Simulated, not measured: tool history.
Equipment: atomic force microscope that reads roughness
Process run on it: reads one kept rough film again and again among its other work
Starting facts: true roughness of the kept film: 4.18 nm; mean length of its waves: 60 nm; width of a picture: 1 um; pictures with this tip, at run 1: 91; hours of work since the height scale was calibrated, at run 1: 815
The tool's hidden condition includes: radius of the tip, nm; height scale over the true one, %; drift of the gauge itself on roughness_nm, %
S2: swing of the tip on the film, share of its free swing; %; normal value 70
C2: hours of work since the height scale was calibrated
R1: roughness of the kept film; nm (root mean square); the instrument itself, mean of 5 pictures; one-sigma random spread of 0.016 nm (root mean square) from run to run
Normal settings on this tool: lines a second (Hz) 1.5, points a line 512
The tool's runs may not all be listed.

Run 1, hour 0: usual settings; pictures with this tip 91; C2 815. Result: R1 3.796 nm (root mean square).
Run 2, hour 34: usual settings; pictures with this tip 153; C2 836. Result: R1 3.788 nm (root mean square).
Run 3, hour 64.1: usual settings; pictures with this tip 209; C2 854. Result: R1 3.697 nm (root mean square).
Run 4, hour 107.3: usual settings; pictures with this tip 288; C2 880. Result: R1 3.717 nm (root mean square).
Run 5, hour 134.3: usual settings; pictures with this tip 337; C2 897. Result: R1 3.661 nm (root mean square).
At hour 148.7: new tip fitted.
Run 6, hour 179.2: usual settings; pictures with this tip 56; C2 923. Result: R1 3.781 nm (root mean square).
Run 7, hour 200.4: usual settings; pictures with this tip 95; C2 936. Result: R1 3.765 nm (root mean square).
Run 8, hour 230.3: usual settings; pictures with this tip 149; C2 954. Result: R1 3.749 nm (root mean square).
Run 9, hour 268.7: usual settings; pictures with this tip 220; C2 977. Result: R1 3.687 nm (root mean square).
Run 10, hour 296.8: usual settings; pictures with this tip 271; C2 995. Result: R1 3.67 nm (root mean square).
Run 11, hour 339: usual settings; pictures with this tip 349; C2 1020. Result: R1 3.64 nm (root mean square).
At hour 348.2: new tip fitted.
Run 12, hour 386: usual settings but points a line 820; pictures with this tip 69; C2 1048. Result: R1 3.811 nm (root mean square).
At hour 389.5: height scale calibrated on a step standard.
Run 13, hour 406: usual settings but points a line 820; pictures with this tip 104; C2 10. Result: R1 3.788 nm (root mean square).
Run 14, hour 441.5: usual settings but points a line 820; pictures with this tip 169; C2 31. Result: R1 3.741 nm (root mean square).
Run 15, hour 479.4: usual settings; pictures with this tip 238; C2 54. Result: R1 3.706 nm (root mean square).
Run 16, hour 519.3: usual settings but lines a second (Hz) 3.63; pictures with this tip 311; C2 78. Result: R1 3.332 nm (root mean square).
At hour 549.1: new tip fitted.
Run 17, hour 559.2: usual settings but lines a second (Hz) 3.63; pictures with this tip 19; C2 102. Result: R1 3.481 nm (root mean square).
At hour 580.8: height scale calibrated on a step standard, once more.
Run 18, hour 606.1: usual settings but lines a second (Hz) 3.63; pictures with this tip 103; C2 15. Result: R1 3.406 nm (root mean square).
Run 19, hour 639.3: usual settings but lines a second (Hz) 3.63; pictures with this tip 163; C2 35. Result: R1 3.393 nm (root mean square).
Run 20, hour 670.2: usual settings but lines a second (Hz) 3.63; pictures with this tip 220; C2 54. Result: R1 3.368 nm (root mean square).
Run 21, hour 698.7: usual settings but lines a second (Hz) 0.6, S2 63 %, points a line 871; pictures with this tip 272; C2 71. Result: R1 3.878 nm (root mean square).
Run 22, hour 726.9: usual settings but lines a second (Hz) 0.53; pictures with this tip 324; C2 88. Result: R1 3.81 nm (root mean square).
At hour 748.3: new tip fitted.
Run 23, hour 759.6: usual settings but lines a second (Hz) 0.77, points a line 649; pictures with this tip 21; C2 108. Result: R1 3.931 nm (root mean square).
Run 24, hour 788.4: usual settings but lines a second (Hz) 1.52, S2 90 %, points a line 292; pictures with this tip 74; C2 125. Result: R1 3.358 nm (root mean square).
Run 25, hour 815: usual settings but lines a second (Hz) 1.03, S2 62 %, points a line 899; pictures with this tip 123; C2 141. Result: R1 3.912 nm (root mean square).
Run 26, hour 834.8: usual settings but lines a second (Hz) 2.24, S2 71 %, points a line 322; pictures with this tip 159; C2 153. Result: R1 3.575 nm (root mean square).
Run 27, hour 878.9: usual settings but lines a second (Hz) 1.9, S2 58 %, points a line 524; pictures with this tip 240; C2 180. Result: R1 3.789 nm (root mean square).
Run 28, hour 914.7: usual settings but lines a second (Hz) 3.87, S2 65 %; pictures with this tip 305; C2 202. Result: R1 3.453 nm (root mean square).
At hour 947.5: new tip fitted.
Run 29, hour 952.6: usual settings but points a line 500; pictures with this tip 9; C2 224. Result: R1 3.812 nm (root mean square).
Run 30, hour 983.8: usual settings but lines a second (Hz) 3.35, S2 56 %, points a line 537; pictures with this tip 66; C2 243. Result: R1 3.789 nm (root mean square).
Run 31, hour 1006.8: usual settings but S2 69 %; pictures with this tip 108; C2 257. Result: R1 3.764 nm (root mean square).
Run 32, hour 1031.2: usual settings but S2 69 %; pictures with this tip 153; C2 272. Result: R1 3.723 nm (root mean square).
Run 33, hour 1051.9: usual settings but S2 81 %, points a line 742; pictures with this tip 191; C2 284. Result: R1 3.502 nm (root mean square).
Run 34, hour 1089.1: usual settings but lines a second (Hz) 0.63, S2 84 %, points a line 383; pictures with this tip 259; C2 307. Result: R1 3.674 nm (root mean square).
Run 35, hour 1122.4: usual settings but lines a second (Hz) 1.28, S2 61 %, points a line 525; pictures with this tip 320; C2 327. Result: R1 3.779 nm (root mean square).
At hour 1147.7: new tip fitted.
Run 36, hour 1166: usual settings but lines a second (Hz) 0.95, S2 78 %, points a line 342; pictures with this tip 33; C2 353. Result: R1 3.787 nm (root mean square).

Selected run-to-run steps in R1, each split into two signed amounts: the part the tool would show with no hidden state at all (from settings, incoming material and random variation), and the remainder, which goes to the hidden state together with any gauge scatter not common to the measured and the hidden-state-free results:
Run 11 -> 12: points a line 512 -> 820, new tip fitted. R1 +0.171 nm (root mean square): hidden state +0.139, all else +0.032.
Run 20 -> 21: lines a second (Hz) 3.63 -> 0.6, S2 70 -> 63, points a line 512 -> 871. R1 +0.51 nm (root mean square): hidden state -0.043, all else +0.553.
Run 22 -> 23: lines a second (Hz) 0.53 -> 0.77, points a line 512 -> 649, new tip fitted. R1 +0.121 nm (root mean square): hidden state +0.153, all else -0.032.
Run 23 -> 24: lines a second (Hz) 0.77 -> 1.52, S2 70 -> 90, points a line 649 -> 292. R1 -0.573 nm (root mean square): hidden state -0.021, all else -0.552.
Run 24 -> 25: lines a second (Hz) 1.52 -> 1.03, S2 90 -> 62, points a line 292 -> 899. R1 +0.554 nm (root mean square): hidden state -0.031, all else +0.585.
Run 35 -> 36: lines a second (Hz) 1.28 -> 0.95, S2 61 -> 78, points a line 525 -> 342, new tip fitted. R1 +0.008 nm (root mean square): hidden state +0.147, all else -0.139.

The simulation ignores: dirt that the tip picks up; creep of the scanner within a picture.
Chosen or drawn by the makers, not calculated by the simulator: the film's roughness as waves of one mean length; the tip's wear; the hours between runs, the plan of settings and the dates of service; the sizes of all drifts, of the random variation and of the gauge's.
